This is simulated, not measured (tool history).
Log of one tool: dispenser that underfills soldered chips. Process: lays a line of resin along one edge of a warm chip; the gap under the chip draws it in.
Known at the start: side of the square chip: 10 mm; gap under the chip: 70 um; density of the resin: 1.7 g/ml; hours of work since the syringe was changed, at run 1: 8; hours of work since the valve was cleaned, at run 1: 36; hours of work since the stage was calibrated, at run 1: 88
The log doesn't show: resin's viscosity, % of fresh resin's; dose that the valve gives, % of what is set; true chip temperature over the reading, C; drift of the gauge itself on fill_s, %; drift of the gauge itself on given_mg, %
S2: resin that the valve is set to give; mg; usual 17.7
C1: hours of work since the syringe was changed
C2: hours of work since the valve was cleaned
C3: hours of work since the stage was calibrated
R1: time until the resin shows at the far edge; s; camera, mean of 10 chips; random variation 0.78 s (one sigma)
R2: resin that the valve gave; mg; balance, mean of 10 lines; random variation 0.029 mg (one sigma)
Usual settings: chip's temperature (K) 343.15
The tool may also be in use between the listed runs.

{"run": 1, "day": 0.0, "chip's temperature (K)": 343.15, "S2": 17.7, "C1": 8, "C2": 36, "C3": 88, "R1": 94.6, "R2": 17.53}
{"day": 0.129, "done": "new syringe of resin"}
{"run": 2, "day": 0.346, "chip's temperature (K)": 343.15, "S2": 15.4, "C1": 4, "C2": 41, "C3": 94, "R1": 81.5, "R2": 15.21}
{"run": 3, "day": 0.596, "chip's temperature (K)": 343.15, "S2": 19.1, "C1": 8, "C2": 46, "C3": 98, "R1": 91.1, "R2": 18.86}
{"day": 0.725, "done": "new syringe of resin"}
{"run": 4, "day": 0.875, "chip's temperature (K)": 343.15, "S2": 20.1, "C1": 3, "C2": 50, "C3": 103, "R1": 75.6, "R2": 19.77}
{"run": 5, "day": 1.071, "chip's temperature (K)": 343.15, "S2": 20.1, "C1": 6, "C2": 54, "C3": 106, "R1": 85.5, "R2": 19.74}
{"day": 1.329, "done": "new syringe of resin"}
{"run": 6, "day": 1.488, "chip's temperature (K)": 343.15, "S2": 20.1, "C1": 3, "C2": 61, "C3": 113, "R1": 77.0, "R2": 19.68}
{"run": 7, "day": 1.762, "chip's temperature (K)": 343.15, "S2": 20.1, "C1": 8, "C2": 66, "C3": 118, "R1": 89.2, "R2": 19.66}
{"day": 1.954, "done": "new syringe of resin"}
{"run": 8, "day": 2.038, "chip's temperature (K)": 330.15, "S2": 17.7, "C1": 1, "C2": 70, "C3": 123, "R1": 150.0, "R2": 17.32}
{"day": 2.229, "done": "dispensing valve cleaned and set on the balance"}
{"run": 9, "day": 2.379, "chip's temperature (K)": 330.15, "S2": 17.7, "C1": 7, "C2": 3, "C3": 128, "R1": 177.3, "R2": 17.69}
{"day": 2.583, "done": "new syringe of resin"}
{"run": 10, "day": 2.758, "chip's temperature (K)": 330.15, "S2": 17.7, "C1": 3, "C2": 9, "C3": 134, "R1": 156.2, "R2": 17.67}
{"run": 11, "day": 3.117, "chip's temperature (K)": 341.15, "S2": 19.1, "C1": 9, "C2": 15, "C3": 141, "R1": 104.1, "R2": 19.06}
{"day": 3.183, "done": "new syringe of resin"}
{"run": 12, "day": 3.392, "chip's temperature (K)": 337.15, "S2": 20.3, "C1": 4, "C2": 20, "C3": 145, "R1": 107.3, "R2": 20.23}
{"day": 3.779, "done": "new syringe of resin"}
{"run": 13, "day": 3.804, "chip's temperature (K)": 337.15, "S2": 20.3, "C1": 0, "C2": 27, "C3": 152, "R1": 97.3, "R2": 20.15}
{"run": 14, "day": 4.208, "chip's temperature (K)": 355.15, "S2": 20.9, "C1": 7, "C2": 34, "C3": 159, "R1": 49.3, "R2": 20.7}
{"day": 4.371, "done": "new syringe of resin"}
{"run": 15, "day": 4.433, "chip's temperature (K)": 355.15, "S2": 20.9, "C1": 1, "C2": 38, "C3": 163, "R1": 38.9, "R2": 20.67}
{"run": 16, "day": 4.633, "chip's temperature (K)": 346.15, "S2": 18.2, "C1": 5, "C2": 41, "C3": 166, "R1": 68.8, "R2": 17.96}

Forecast run 17:
{"run": 17, "day": 4.85, "chip's temperature (K)": 339.15, "S2": 21.4, "C1": 8, "C2": 45, "C3": 170, "R1": "?", "R2": "?"}

R1: 113.7 s
R2: 21.12 mg
Without the tool's hidden state the same run would have given R1 88.1 s, R2 21.41 mg.
